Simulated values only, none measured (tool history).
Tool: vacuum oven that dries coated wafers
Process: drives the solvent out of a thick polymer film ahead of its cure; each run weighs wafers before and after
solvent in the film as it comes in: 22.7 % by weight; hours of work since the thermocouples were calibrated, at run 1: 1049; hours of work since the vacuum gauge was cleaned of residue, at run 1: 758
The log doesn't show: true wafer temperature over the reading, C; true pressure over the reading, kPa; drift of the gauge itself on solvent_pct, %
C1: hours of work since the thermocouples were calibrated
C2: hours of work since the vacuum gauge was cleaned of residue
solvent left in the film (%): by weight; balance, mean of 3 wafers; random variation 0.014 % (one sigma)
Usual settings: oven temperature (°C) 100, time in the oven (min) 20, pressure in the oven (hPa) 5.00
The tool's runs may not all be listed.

Run 1, hour 0.0: usual settings; C1 1049; C2 758. Result: solvent left in the film (%) 2.82.
Run 2, hour 43.9: usual settings but pressure in the oven (hPa) 8.58; C1 1067; C2 776. Result: solvent left in the film (%) 3.08.
Run 3, hour 109.2: usual settings but pressure in the oven (hPa) 8.58; C1 1093; C2 802. Result: solvent left in the film (%) 3.06.
Run 4, hour 147.5: usual settings but pressure in the oven (hPa) 8.58; C1 1109; C2 818. Result: solvent left in the film (%) 3.07.
Run 5, hour 209.2: usual settings but pressure in the oven (hPa) 8.58; C1 1134; C2 843. Result: solvent left in the film (%) 3.09.
Run 6, hour 285.4: usual settings but pressure in the oven (hPa) 3.83; C1 1165; C2 873. Result: solvent left in the film (%) 2.76.
Run 7, hour 328.5: usual settings but pressure in the oven (hPa) 3.83; C1 1182; C2 891. Result: solvent left in the film (%) 2.74.
Run 8, hour 403.6: usual settings but pressure in the oven (hPa) 4.00; C1 1213; C2 921. Result: solvent left in the film (%) 2.77.
Run 9, hour 445.1: usual settings; C1 1229; C2 938. Result: solvent left in the film (%) 2.82.
Run 10, hour 513.9: usual settings; C1 1257; C2 966. Result: solvent left in the film (%) 2.81.
Run 11, hour 561.1: usual settings; C1 1276; C2 985. Result: solvent left in the film (%) 2.82.
Run 12, hour 636.6: usual settings; C1 1307; C2 1016. Result: solvent left in the film (%) 2.80.
Run 13, hour 706.0: usual settings; C1 1335; C2 1044. Result: solvent left in the film (%) 2.85.
At hour 721.8: oven's thermocouples calibrated.
Run 14, hour 761.5: usual settings; C1 16; C2 1066. Result: solvent left in the film (%) 3.29.
Run 15, hour 827.0: usual settings; C1 43; C2 1092. Result: solvent left in the film (%) 3.30.
Run 16, hour 862.4: usual settings but oven temperature (°C) 101; C1 57; C2 1107. Result: solvent left in the film (%) 2.98.
Run 17, hour 908.8: usual settings but oven temperature (°C) 101; C1 76; C2 1125. Result: solvent left in the film (%) 2.97.
Run 18, hour 976.2: usual settings but oven temperature (°C) 101; C1 103; C2 1153. Result: solvent left in the film (%) 2.98.
Run 19, hour 1020.0: usual settings but oven temperature (°C) 101, pressure in the oven (hPa) 4.47; C1 121; C2 1170. Result: solvent left in the film (%) 2.95.
Run 20, hour 1054.8: usual settings; C1 135; C2 1185. Result: solvent left in the film (%) 3.29.
Run 21, hour 1110.7: usual settings; C1 158; C2 1207. Result: solvent left in the film (%) 3.30.
Run 22, hour 1147.2: usual settings; C1 172; C2 1222. Result: solvent left in the film (%) 3.30.
Run 23, hour 1213.5: usual settings but time in the oven (min) 31; C1 199; C2 1249. Result: solvent left in the film (%) 1.65.
Run 24, hour 1281.7: usual settings; C1 227; C2 1276. Result: solvent left in the film (%) 3.30.
Run 25, hour 1347.2: usual settings but oven temperature (°C) 110, time in the oven (min) 11, pressure in the oven (hPa) 7.53; C1 253; C2 1303. Result: solvent left in the film (%) 3.24.
Run 26, hour 1410.0: usual settings but oven temperature (°C) 110, time in the oven (min) 11, pressure in the oven (hPa) 7.53; C1 279; C2 1328. Result: solvent left in the film (%) 3.24.
Run 27, hour 1467.9: usual settings but oven temperature (°C) 109, time in the oven (min) 11, pressure in the oven (hPa) 19.36; C1 302; C2 1352. Result: solvent left in the film (%) 4.18.
Run 28, hour 1539.7: usual settings but oven temperature (°C) 109, time in the oven (min) 11, pressure in the oven (hPa) 19.36; C1 332; C2 1381. Result: solvent left in the film (%) 4.18.
Run 29, hour 1594.6: usual settings but oven temperature (°C) 105, time in the oven (min) 14, pressure in the oven (hPa) 13.76; C1 354; C2 1403. Result: solvent left in the film (%) 3.97.
Run 30, hour 1646.0: usual settings but oven temperature (°C) 105, time in the oven (min) 14, pressure in the oven (hPa) 13.76; C1 375; C2 1424. Result: solvent left in the film (%) 3.96.
Run 31, hour 1696.7: usual settings but oven temperature (°C) 105, time in the oven (min) 24, pressure in the oven (hPa) 11.09; C1 395; C2 1445. Result: solvent left in the film (%) 1.86.
Run 32, hour 1746.9: usual settings but oven temperature (°C) 105, time in the oven (min) 24, pressure in the oven (hPa) 11.09; C1 415; C2 1465. Result: solvent left in the film (%) 1.86.
Run 33, hour 1787.3: usual settings but oven temperature (°C) 105, time in the oven (min) 29, pressure in the oven (hPa) 3.12; C1 432; C2 1481. Result: solvent left in the film (%) 1.01.
Run 34, hour 1846.8: usual settings but oven temperature (°C) 114, time in the oven (min) 14, pressure in the oven (hPa) 16.49; C1 456; C2 1506. Result: solvent left in the film (%) 1.88.
Run 35, hour 1896.6: usual settings but oven temperature (°C) 111, time in the oven (min) 28, pressure in the oven (hPa) 4.24; C1 476; C2 1526. Result: solvent left in the film (%) 0.65.
Run 36, hour 1951.8: usual settings but oven temperature (°C) 111, time in the oven (min) 28, pressure in the oven (hPa) 4.24; C1 499; C2 1548. Result: solvent left in the film (%) 0.67.
Run 37, hour 1990.0: usual settings but oven temperature (°C) 97, time in the oven (min) 28, pressure in the oven (hPa) 3.54; C1 514; C2 1564. Result: solvent left in the film (%) 2.59.
Run 38, hour 2031.4: usual settings but oven temperature (°C) 101, time in the oven (min) 28, pressure in the oven (hPa) 3.05; C1 531; C2 1580. Result: solvent left in the film (%) 1.63.
Run 39, hour 2099.0: usual settings but oven temperature (°C) 101, time in the oven (min) 28, pressure in the oven (hPa) 3.05; C1 558; C2 1608. Result: solvent left in the film (%) 1.65.
Run 40, hour 2148.5: usual settings but time in the oven (min) 12, pressure in the oven (hPa) 8.32; C1 578; C2 1628. Result: solvent left in the film (%) 6.43.
At hour 2180.5: vacuum gauge cleaned of residue and calibrated.
Run 41, hour 2190.7: usual settings but oven temperature (°C) 105, time in the oven (min) 26, pressure in the oven (hPa) 4.27; C1 595; C2 4. Result: solvent left in the film (%) 0.81.
Run 42, hour 2225.4: usual settings but oven temperature (°C) 105, time in the oven (min) 26, pressure in the oven (hPa) 4.27; C1 609; C2 18. Result: solvent left in the film (%) 0.82.
Run 43, hour 2262.0: usual settings but oven temperature (°C) 95, time in the oven (min) 25, pressure in the oven (hPa) 9.32; C1 624; C2 33. Result: solvent left in the film (%) 3.67.
Run 44, hour 2323.3: usual settings but oven temperature (°C) 93; C1 649; C2 58. Result: solvent left in the film (%) 5.36.
Run 45, hour 2385.0: usual settings but oven temperature (°C) 94, time in the oven (min) 13, pressure in the oven (hPa) 15.44; C1 674; C2 83. Result: solvent left in the film (%) 8.46.
Run 46, hour 2434.2: usual settings but oven temperature (°C) 115, time in the oven (min) 11, pressure in the oven (hPa) 8.30; C1 693; C2 103. Result: solvent left in the film (%) 1.68.
Run 47, hour 2469.5: usual settings but oven temperature (°C) 98, time in the oven (min) 10, pressure in the oven (hPa) 11.08; C1 708; C2 117. Result: solvent left in the film (%) 8.16.

Forecast each of these 4 alternatives for the next run:
Run A, hour 2531.1: usual settings but oven temperature (°C) 113, time in the oven (min) 36, pressure in the oven (hPa) 4.52; C1 733; C2 142. Result: solvent left in the film (%) ?.
Run B, hour 2531.1: usual settings but oven temperature (°C) 106, time in the oven (min) 21, pressure in the oven (hPa) 12.24; C1 733; C2 142. Result: solvent left in the film (%) ?.
Run C, hour 2531.1: usual settings but oven temperature (°C) 87, time in the oven (min) 10, pressure in the oven (hPa) 5.07; C1 733; C2 142. Result: solvent left in the film (%) ?.
Run D, hour 2531.1: usual settings but oven temperature (°C) 98, time in the oven (min) 15, pressure in the oven (hPa) 11.08; C1 733; C2 142. Result: solvent left in the film (%) ?.

run  solvent left in the film (%)
  A                          0.26
  B                          1.69
  C                         12.12
  D                          5.55
Without the tool's hidden state the same runs would have given:
run  solvent left in the film (%)
  A                          0.24
  B                          1.78
  C                         12.32
  D                          5.79
